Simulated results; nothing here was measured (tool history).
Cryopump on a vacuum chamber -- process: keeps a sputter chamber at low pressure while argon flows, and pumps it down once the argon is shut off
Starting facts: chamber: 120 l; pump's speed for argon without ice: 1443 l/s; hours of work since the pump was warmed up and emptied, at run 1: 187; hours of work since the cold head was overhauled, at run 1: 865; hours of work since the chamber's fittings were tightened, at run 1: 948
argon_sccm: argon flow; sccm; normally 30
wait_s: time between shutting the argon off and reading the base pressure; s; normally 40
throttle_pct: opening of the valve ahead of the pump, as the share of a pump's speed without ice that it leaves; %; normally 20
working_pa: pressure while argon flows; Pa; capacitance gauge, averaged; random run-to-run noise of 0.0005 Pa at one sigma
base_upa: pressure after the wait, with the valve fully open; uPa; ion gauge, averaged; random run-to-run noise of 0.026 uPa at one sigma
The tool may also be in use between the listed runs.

| run | hour | argon_sccm | wait_s | throttle_pct | hours of work since the pump was warmed up and emptied | hours of work since the cold head was overhauled | hours of work since the chamber's fittings were tightened | working_pa | base_upa |
|---|---|---|---|---|---|---|---|---|---|
| 1 | 0.0 | 30 | 40 | 20 | 187 | 865 | 948 | 0.1809 | 1.61 |
| 2 | 57.5 | 30 | 40 | 20 | 214 | 892 | 975 | 0.1813 | 1.67 |
| 3 | 110.5 | 30 | 40 | 20 | 240 | 917 | 1000 | 0.1811 | 1.70 |
| 4 | 172.0 | 30 | 40 | 20 | 269 | 947 | 1030 | 0.1826 | 1.71 |
| 5 | 203.5 | 30 | 40 | 20 | 284 | 962 | 1045 | 0.1840 | 1.74 |
| 6 | 241.3 | 30 | 40 | 20 | 302 | 980 | 1063 | 0.1828 | 1.67 |
| 7 | 277.6 | 30 | 24 | 20 | 319 | 997 | 1080 | 0.1833 | 2.33 |
|  | 305.2 | pump warmed up, emptied and cooled again |
| 8 | 329.0 | 30 | 24 | 20 | 11 | 1019 | 1102 | 0.1764 | 2.21 |
| 9 | 381.2 | 30 | 24 | 20 | 36 | 1044 | 1127 | 0.1762 | 2.15 |
| 10 | 409.7 | 30 | 24 | 20 | 50 | 1057 | 1140 | 0.1766 | 2.20 |
| 11 | 457.3 | 37 | 145 | 26 | 72 | 1080 | 1163 | 0.1697 | 0.99 |
| 12 | 503.5 | 37 | 145 | 26 | 94 | 1102 | 1185 | 0.1701 | 1.05 |
| 13 | 553.8 | 13 | 32 | 19 | 118 | 1126 | 1209 | 0.0816 | 1.91 |

The next listed run, before its measurement:
| 14 | 580.7 | 21 | 173 | 58 | 131 | 1139 | 1222 | ? | ? |

{"run 14": {"working_pa": 0.0447, "base_upa": 1.07}}
With no hidden state in the tool, this same run would have given working_pa 0.0425 Pa, base_upa 0.42 uPa.

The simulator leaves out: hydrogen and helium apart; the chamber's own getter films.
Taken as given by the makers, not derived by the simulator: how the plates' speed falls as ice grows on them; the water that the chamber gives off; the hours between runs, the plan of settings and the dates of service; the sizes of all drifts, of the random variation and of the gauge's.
